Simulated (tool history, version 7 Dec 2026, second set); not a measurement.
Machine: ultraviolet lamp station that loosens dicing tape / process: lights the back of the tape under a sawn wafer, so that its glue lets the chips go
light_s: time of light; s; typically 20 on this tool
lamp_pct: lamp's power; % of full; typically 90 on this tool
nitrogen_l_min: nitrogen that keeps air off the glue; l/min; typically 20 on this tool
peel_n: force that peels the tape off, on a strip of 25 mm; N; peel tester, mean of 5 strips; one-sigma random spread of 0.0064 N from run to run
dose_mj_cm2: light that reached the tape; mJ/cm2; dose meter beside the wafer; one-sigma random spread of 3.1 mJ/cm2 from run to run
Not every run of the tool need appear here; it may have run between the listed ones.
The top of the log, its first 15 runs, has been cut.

run,hour,light_s,lamp_pct,nitrogen_l_min,hours of work of the lamp,hours of work since the window was cleaned,peel_n,dose_mj_cm2
# hour 908.2: lamp changed
16,966.5,20,70,20,46,235,0.389,344
17,1051.2,20,70,20,113,302,0.419,327
18,1118.2,20,70,20,165,355,0.470,311
19,1184.9,19,70,20,218,408,0.536,285
# hour 1202.8: window cleaned of glue's vapour
20,1229.6,20,78,20,253,21,0.363,367
21,1300.1,20,78,20,308,77,0.377,345
22,1362.1,20,78,26,357,126,0.364,329
23,1434.4,34,78,26,414,183,0.157,534
24,1499.1,12,65,8,465,233,1.612,150
25,1559.8,40,80,27,513,281,0.127,585
26,1633.3,40,80,27,571,339,0.142,556
27,1722.2,40,80,27,641,409,0.155,518
# hour 1735.4: window cleaned of glue's vapour
28,1802.5,29,74,23,704,53,0.308,365
29,1853.9,29,74,23,744,93,0.353,353
30,1929.9,27,84,20,804,153,0.384,352
# hour 1974.9: lamp changed
31,2008.4,11,84,39,26,214,0.581,229
32,2060.4,11,84,39,67,255,0.613,223
33,2107.9,39,68,6,105,293,0.277,615
34,2158.0,39,68,11,144,332,0.182,594
35,2212.0,39,68,11,187,375,0.193,574

Predict the results of run 36:
# hour 2274.6: window cleaned of glue's vapour
36,2302.9,39,68,11,258,22,?,?

peel_n: 0.182 N
dose_mj_cm2: 610 mJ/cm2
With no hidden state in the tool, this same run would have given peel_n 0.140 N, dose_mj_cm2 715 mJ/cm2.
